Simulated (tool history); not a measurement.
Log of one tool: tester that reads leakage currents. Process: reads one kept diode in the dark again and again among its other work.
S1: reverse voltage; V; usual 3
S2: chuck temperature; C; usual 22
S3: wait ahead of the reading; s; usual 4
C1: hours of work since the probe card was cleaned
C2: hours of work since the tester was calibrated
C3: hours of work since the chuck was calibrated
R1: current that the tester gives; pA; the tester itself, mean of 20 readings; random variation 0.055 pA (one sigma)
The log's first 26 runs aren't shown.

run	hour	S1	S2	S3	C1	C2	C3	R1
# hour 3086.8: chuck's temperature calibrated
27	3203.1	4.29	58	4	895	181	64	154.77
28	3322.3	1.82	22	4	960	246	129	6.4
29	3450	1.82	22	4	1030	316	199	6.66
30	3561.7	1.28	27	1.03	1091	378	260	7.91
31	3646.2	3	34	4	1138	424	307	22.92
32	3777.3	3	34	4	1210	496	379	23.26
# hour 3836.1: tester calibrated, once more
33	3889	3	34	4	1270	29	439	23.96
34	4033.2	1.8	23	0.45	1349	108	518	8.23
35	4209	1.59	27	2.95	1445	205	614	9.81
36	4386.7	1.59	27	2.95	1543	302	712	9.95
37	4479.8	1.59	27	2.95	1594	353	763	9.97
38	4612.5	3	54	1.48	1667	426	836	106.9
39	4731.4	3	54	1.48	1732	491	901	107.66
40	4823.5	6.15	27	0.4	1782	542	951	27.78

Forecast each of these 3 alternatives for the next run:
A	4969.9	6.15	27	0.37	1863	622	1032	?
B	4969.9	13.31	27	0.4	1863	622	1032	?
C	4969.9	1.2	21	0.6	1863	622	1032	?

run	R1
A	28.21
B	48.93
C	5.85
Without the tool's hidden state the same runs would have given:
run	R1
A	19.45
B	31.72
C	4.03
